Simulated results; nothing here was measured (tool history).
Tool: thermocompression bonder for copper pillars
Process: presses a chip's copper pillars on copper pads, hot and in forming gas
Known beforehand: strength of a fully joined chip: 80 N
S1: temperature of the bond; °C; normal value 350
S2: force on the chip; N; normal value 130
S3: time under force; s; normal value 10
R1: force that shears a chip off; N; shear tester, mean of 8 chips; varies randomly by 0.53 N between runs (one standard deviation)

Run 1, day 0.000: usual settings. Result: R1 54.0 N.
Run 2, day 0.717: usual settings. Result: R1 54.3 N.
At day 1.071: forming gas filter changed.
Run 3, day 1.588: usual settings. Result: R1 55.4 N.
Run 4, day 2.588: usual settings. Result: R1 54.2 N.
Run 5, day 3.529: usual settings but S2 161 N. Result: R1 62.8 N.
Run 6, day 4.233: usual settings. Result: R1 55.0 N.
Run 7, day 4.904: usual settings. Result: R1 55.0 N.
Run 8, day 5.629: usual settings. Result: R1 55.2 N.
Run 9, day 6.179: usual settings. Result: R1 54.6 N.
Run 10, day 7.138: usual settings. Result: R1 54.4 N.
Run 11, day 8.112: usual settings. Result: R1 54.9 N.
Run 12, day 9.350: usual settings. Result: R1 55.1 N.
Run 13, day 10.367: usual settings. Result: R1 54.4 N.
Run 14, day 11.183: usual settings. Result: R1 54.7 N.
Run 15, day 11.746: usual settings. Result: R1 54.2 N.
Run 16, day 12.279: usual settings. Result: R1 54.3 N.
Run 17, day 12.817: usual settings. Result: R1 54.2 N.
Run 18, day 13.746: usual settings. Result: R1 54.5 N.
Run 19, day 14.875: usual settings. Result: R1 54.2 N.
Run 20, day 15.417: usual settings but S2 140 N. Result: R1 57.6 N.
Run 21, day 16.512: usual settings but S2 176 N. Result: R1 66.0 N.
Run 22, day 17.683: usual settings but S1 374 °C, S2 118 N. Result: R1 58.7 N.
Run 23, day 18.358: usual settings but S2 157 N. Result: R1 60.8 N.
Run 24, day 19.362: usual settings but S1 323 °C, S3 19 s. Result: R1 52.4 N.
At day 19.533: force cell calibrated.
Run 25, day 20.558: usual settings but S1 332 °C, S3 12 s. Result: R1 50.2 N.
Run 26, day 21.488: usual settings but S1 355 °C, S3 12 s. Result: R1 58.1 N.
Run 27, day 22.350: usual settings but S2 147 N. Result: R1 59.6 N.
At day 22.558: forming gas filter changed.
Run 28, day 23.200: usual settings but S1 371 °C, S2 81 N, S3 23 s. Result: R1 54.3 N.
Run 29, day 23.912: usual settings but S1 369 °C, S2 84 N, S3 25 s. Result: R1 56.8 N.
Run 30, day 24.517: usual settings but S1 369 °C, S2 83 N, S3 9 s. Result: R1 41.6 N.
Run 31, day 25.462: usual settings but S1 338 °C, S3 22 s. Result: R1 61.4 N.
Run 32, day 26.129: usual settings but S1 331 °C, S2 81 N, S3 5 s. Result: R1 21.8 N.
Run 33, day 26.825: usual settings but S1 331 °C, S2 81 N, S3 5 s. Result: R1 21.9 N.
Run 34, day 27.546: usual settings but S1 331 °C, S2 165 N, S3 5 s. Result: R1 46.0 N.
Run 35, day 28.600: usual settings but S1 331 °C, S2 165 N, S3 5 s. Result: R1 46.7 N.
Run 36, day 29.158: usual settings but S1 331 °C, S2 167 N, S3 26 s. Result: R1 69.6 N.
At day 29.317: heater calibrated with a thermocouple chip.
Run 37, day 30.279: usual settings but S1 331 °C, S2 167 N, S3 26 s. Result: R1 69.7 N.
Run 38, day 30.954: usual settings but S1 351 °C, S2 190 N, S3 5 s. Result: R1 59.2 N.
Run 39, day 32.112: usual settings but S1 351 °C, S2 190 N, S3 5 s. Result: R1 58.9 N.

Alternative continuations, all from the tool just after run 39; predict every row:
Run A, day 33.283: usual settings but S1 360 °C, S2 106 N, S3 6 s. Result: R1 ?.
Run B, day 33.283: usual settings but S1 351 °C, S2 146 N, S3 6 s. Result: R1 ?.
Run C, day 33.283: usual settings but S1 340 °C, S3 29 s. Result: R1 ?.
Run D, day 33.283: usual settings but S1 330 °C, S2 88 N. Result: R1 ?.
Run E, day 33.283: usual settings but S1 362 °C, S2 190 N, S3 5 s. Result: R1 ?.

run    R1
  A  43.1
  B  51.9
  C  64.9
  D  31.4
  E  64.4
The same runs, with their run-to-run variation unchanged, on a tool lacking any hidden condition would have given:
run    R1
  A  43.1
  B  51.9
  C  65.0
  D  31.5
  E  64.5
